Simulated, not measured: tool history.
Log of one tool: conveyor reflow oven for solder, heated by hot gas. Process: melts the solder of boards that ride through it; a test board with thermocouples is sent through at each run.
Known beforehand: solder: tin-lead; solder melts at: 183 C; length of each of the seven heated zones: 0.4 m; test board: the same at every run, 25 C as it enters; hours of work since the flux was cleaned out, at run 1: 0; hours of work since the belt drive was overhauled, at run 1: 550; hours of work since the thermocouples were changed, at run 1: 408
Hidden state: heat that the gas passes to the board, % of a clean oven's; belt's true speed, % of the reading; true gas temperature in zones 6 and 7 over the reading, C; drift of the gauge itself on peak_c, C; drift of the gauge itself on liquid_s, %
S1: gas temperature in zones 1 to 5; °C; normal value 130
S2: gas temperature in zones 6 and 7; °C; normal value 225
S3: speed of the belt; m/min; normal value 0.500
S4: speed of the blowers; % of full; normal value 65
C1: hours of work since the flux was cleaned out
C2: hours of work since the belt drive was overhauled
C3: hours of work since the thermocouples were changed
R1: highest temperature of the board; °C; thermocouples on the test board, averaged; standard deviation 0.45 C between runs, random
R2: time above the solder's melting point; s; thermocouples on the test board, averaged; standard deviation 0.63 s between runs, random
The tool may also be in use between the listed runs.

run	hour	S1	S2	S3	S4	C1	C2	C3	R1	R2
1	0.0	130	225	0.500	65	0	550	408	210.8	64.0
2	44.2	130	225	0.500	53	27	577	435	208.2	59.7
3	81.2	130	225	0.500	53	49	599	457	208.3	60.5
4	108.3	130	225	0.500	53	65	616	474	207.4	60.9
# hour 117.3: flux residue cleaned out of gas plates and filters
5	150.6	130	225	0.500	65	20	638	496	210.5	63.9
6	191.4	130	225	0.500	65	45	663	521	210.4	62.3
7	243.3	130	225	0.500	65	76	694	552	209.4	61.6
8	296.7	130	225	0.500	65	108	726	585	209.1	62.0
# hour 304.9: flux residue cleaned out of gas plates and filters, once more
9	360.1	130	219	0.524	65	33	762	620	204.1	52.2
10	419.4	130	219	0.524	65	69	797	656	203.2	52.6
11	466.8	131	225	0.500	65	98	826	684	210.2	62.8

What will run 12 give?
12	524.0	140	225	0.405	65	132	861	719	?	?

R1: 216.4 °C
R2: 93.3 s
With no hidden state in the tool, this same run would have given R1 218.6 °C, R2 94.3 s.
